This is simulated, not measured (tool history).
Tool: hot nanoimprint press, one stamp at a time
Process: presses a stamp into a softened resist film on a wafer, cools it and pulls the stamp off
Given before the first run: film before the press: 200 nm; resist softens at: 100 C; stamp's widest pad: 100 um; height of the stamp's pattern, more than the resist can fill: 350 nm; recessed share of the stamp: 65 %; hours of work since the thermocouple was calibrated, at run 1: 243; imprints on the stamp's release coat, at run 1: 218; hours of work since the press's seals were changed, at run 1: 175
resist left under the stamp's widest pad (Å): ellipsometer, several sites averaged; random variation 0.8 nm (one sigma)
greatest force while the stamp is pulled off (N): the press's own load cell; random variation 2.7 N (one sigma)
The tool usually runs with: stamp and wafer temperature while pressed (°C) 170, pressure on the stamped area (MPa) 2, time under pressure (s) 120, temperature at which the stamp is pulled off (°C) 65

run	hour	stamp and wafer temperature while pressed (°C)	pressure on the stamped area (MPa)	time under pressure (s)	temperature at which the stamp is pulled off (°C)	hours of work since the thermocouple was calibrated	imprints on the stamp's release coat	hours of work since the press's seals were changed	resist left under the stamp's widest pad (Å)	greatest force while the stamp is pulled off (N)
1	0	170	2	120	65	243	218	175	1088	137
2	18.3	170	2	120	65	251	257	183	1075	130
3	31.3	170	2	120	65	256	285	189	1086	132
4	43.9	170	2	120	65	262	312	194	1085	138
5	56	170	2	120	65	267	338	199	1079	137
6	74.1	175	2	120	65	275	377	207	976	139
7	85.6	175	2	120	65	279	401	212	966	137
8	101	175	2	120	65	286	434	218	965	137
9	123.4	170	1.8	120	65	295	482	228	1140	134
10	141.7	170	2	120	65	303	521	235	1079	141
11	159.9	170	2	120	65	311	560	243	1075	141
12	173.3	170	2	120	65	317	589	249	1084	138
13	186.3	170	2	120	65	322	617	254	1097	133
14	208.4	170	2	61	65	332	664	264	1317	136
15	219.7	170	2	111	65	336	688	268	1123	138
16	230.6	170	2	111	65	341	712	273	1113	142
17	254.3	163	1.69	177	67	351	762	283	1252	139
18	273.7	162	2.54	120	71	359	804	291	1192	123
19	291.8	162	2.54	120	71	367	843	299	1176	125
20	304.2	163	2.54	88	71	372	869	304	1253	132
21	320.2	173	2.08	80	72	379	903	311	1137	131
# hour 324.2: plate thermocouple calibrated
22	335.1	170	2	136	72	5	929	316	1054	126
23	357	170	2	136	72	14	976	325	1061	127
24	366.9	170	2	136	72	18	997	330	1057	124
25	380.9	166	1.34	137	64	24	1027	336	1377	148
26	397.8	166	1.95	177	65	31	1063	343	1080	143
# hour 405.1: plate thermocouple calibrated, once more
27	414.5	176	2.4	120	65	4	1092	349	825	146
28	427.9	176	2.4	120	65	10	1121	354	826	138
29	437.9	176	2.92	146	55	14	1142	358	699	172
30	454.4	176	2.92	146	55	21	1178	365	710	171

Below, some changes in resist left under the stamp's widest pad (Å) between adjacent runs. For each, the amount present without the hidden state too (settings, incoming material, random variation) and the amount remaining for the hidden state with gauge scatter not shared by both compared results:
The hidden state here: true temperature over the reading, C; pressure that arrives at the usual setting, %; grip of the stamp's worn release coat, % over a new coat's; drift of the gauge itself on residual_nm, %; drift of the gauge itself on pull_off_n, %.
Run 20 -> 21: stamp and wafer temperature while pressed (°C) 163 -> 173, pressure on the stamped area (MPa) 2.54 -> 2.08, time under pressure (s) 88 -> 80, temperature at which the stamp is pulled off (°C) 71 -> 72. resist left under the stamp's widest pad (Å) -116: hidden state -6, all else -110.
Run 21 -> 22: stamp and wafer temperature while pressed (°C) 173 -> 170, pressure on the stamped area (MPa) 2.08 -> 2, time under pressure (s) 80 -> 136, plate thermocouple calibrated. resist left under the stamp's widest pad (Å) -83: hidden state +6, all else -89.
Run 24 -> 25: stamp and wafer temperature while pressed (°C) 170 -> 166, pressure on the stamped area (MPa) 2 -> 1.34, time under pressure (s) 136 -> 137, temperature at which the stamp is pulled off (°C) 72 -> 64. resist left under the stamp's widest pad (Å) +320: hidden state +3, all else +317.
Run 25 -> 26: pressure on the stamped area (MPa) 1.34 -> 1.95, time under pressure (s) 137 -> 177, temperature at which the stamp is pulled off (°C) 64 -> 65. resist left under the stamp's widest pad (Å) -297: hidden state +1, all else -298.
Run 26 -> 27: stamp and wafer temperature while pressed (°C) 166 -> 176, pressure on the stamped area (MPa) 1.95 -> 2.4, time under pressure (s) 177 -> 120, plate thermocouple calibrated, once more. resist left under the stamp's widest pad (Å) -255: hidden state -50, all else -205.
